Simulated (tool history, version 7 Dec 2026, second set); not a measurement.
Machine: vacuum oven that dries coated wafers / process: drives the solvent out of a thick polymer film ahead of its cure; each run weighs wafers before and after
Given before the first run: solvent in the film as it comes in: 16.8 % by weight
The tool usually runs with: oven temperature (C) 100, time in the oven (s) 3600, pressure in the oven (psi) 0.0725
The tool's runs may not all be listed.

run   hour  oven temperature (C)  time in the oven (s)  pressure in the oven (psi)  solvent left in the film (%)
  1    0.0                   100                  3600                      0.0725                          3.37
  2   39.6                   100                  3600                      0.0725                          3.29
  3   90.8                   100                  3600                      0.0725                          3.37
  4  121.8                   100                  3600                      0.0725                          3.38
  5  150.7                   100                  3600                      0.1062                          3.73
  6  189.8                   100                  3600                      0.1062                          3.65
  7  238.1                   100                  3600                      0.1062                          3.72
  8  298.0                   100                  2820                      0.0725                          4.35
  9  335.3                   100                  2820                      0.0725                          4.48
 10  392.3                    99                  3600                      0.0725                          3.78
 11  444.1                    99                  3600                      0.0725                          3.66
 12  489.2                   100                  1920                      0.0725                          6.30
 13  522.9                   100                  1920                      0.0725                          6.28

Run 14 has not been measured yet. What should we expect?
 14  566.0                   100                  1920                      0.0725                             ?

{"run 14": {"solvent left in the film (%)": 6.18}}
Were there no unlogged condition in the tool, this run, its random variation unchanged, would have produced solvent left in the film (%) 6.18.
